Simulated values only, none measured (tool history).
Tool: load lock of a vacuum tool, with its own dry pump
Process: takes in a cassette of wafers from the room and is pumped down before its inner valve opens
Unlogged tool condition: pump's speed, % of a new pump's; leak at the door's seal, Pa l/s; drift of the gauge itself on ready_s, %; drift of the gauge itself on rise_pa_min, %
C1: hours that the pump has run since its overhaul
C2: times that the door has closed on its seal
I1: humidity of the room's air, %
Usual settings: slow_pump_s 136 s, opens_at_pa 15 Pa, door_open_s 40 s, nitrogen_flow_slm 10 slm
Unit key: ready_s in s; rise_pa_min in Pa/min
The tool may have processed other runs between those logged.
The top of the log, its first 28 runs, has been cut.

run 29 day=247.804 | slow_pump_s=71 opens_at_pa=27 door_open_s=70 nitrogen_flow_slm=21 | C1=8810 C2=36039 | I1=42.2 | ready_s=170.1 rise_pa_min=0.143
run 30 day=253.212 | slow_pump_s=71 opens_at_pa=27 door_open_s=70 nitrogen_flow_slm=21 | C1=8940 C2=36362 | I1=43.8 | ready_s=170.3 rise_pa_min=0.15
run 31 day=265.2 | slow_pump_s=206 opens_at_pa=27 door_open_s=50 nitrogen_flow_slm=8 | C1=9227 C2=37078 | I1=42.5 | ready_s=282.9 rise_pa_min=0.166
run 32 day=271.471 | slow_pump_s=136 opens_at_pa=15 door_open_s=40 nitrogen_flow_slm=12 | C1=9378 C2=37452 | I1=41.1 | ready_s=234.5 rise_pa_min=0.157
run 33 day=278.871 | slow_pump_s=136 opens_at_pa=15 door_open_s=120 nitrogen_flow_slm=10 | C1=9555 C2=37894 | I1=44.3 | ready_s=233 rise_pa_min=0.177
run 34 day=286.458 | slow_pump_s=123 opens_at_pa=17 door_open_s=36 nitrogen_flow_slm=6 | C1=9737 C2=38347 | I1=40.3 | ready_s=218.8 rise_pa_min=0.164
run 35 day=294.508 | slow_pump_s=100 opens_at_pa=16 door_open_s=40 nitrogen_flow_slm=20 | C1=9931 C2=38828 | I1=45.9 | ready_s=203.2 rise_pa_min=0.155
run 36 day=299.858 | slow_pump_s=214 opens_at_pa=15 door_open_s=40 nitrogen_flow_slm=7 | C1=10059 C2=39148 | I1=43.8 | ready_s=297.5 rise_pa_min=0.172

Forecast each of these 4 alternatives for the next run:
run A day=308.862 | slow_pump_s=105 opens_at_pa=15 door_open_s=46 nitrogen_flow_slm=7 | C1=10275 C2=39686 | I1=42 | ready_s=? rise_pa_min=?
run B day=308.862 | slow_pump_s=158 opens_at_pa=29 door_open_s=40 nitrogen_flow_slm=13 | C1=10275 C2=39686 | I1=43.5 | ready_s=? rise_pa_min=?
run C day=308.862 | slow_pump_s=98 opens_at_pa=10 door_open_s=40 nitrogen_flow_slm=36 | C1=10275 C2=39686 | I1=41.9 | ready_s=? rise_pa_min=?
run D day=308.862 | slow_pump_s=215 opens_at_pa=15 door_open_s=40 nitrogen_flow_slm=7 | C1=10275 C2=39686 | I1=44.2 | ready_s=? rise_pa_min=?

run=A ready_s=206 rise_pa_min=0.178
run=B ready_s=241.4 rise_pa_min=0.175
run=C ready_s=208.9 rise_pa_min=0.151
run=D ready_s=299 rise_pa_min=0.179
Take away the tool's hidden state, keep each run's random variation, and the runs would have read:
run=A ready_s=192.6 rise_pa_min=0.043
run=B ready_s=230.2 rise_pa_min=0.039
run=C ready_s=194.7 rise_pa_min=0.017
run=D ready_s=287.9 rise_pa_min=0.045
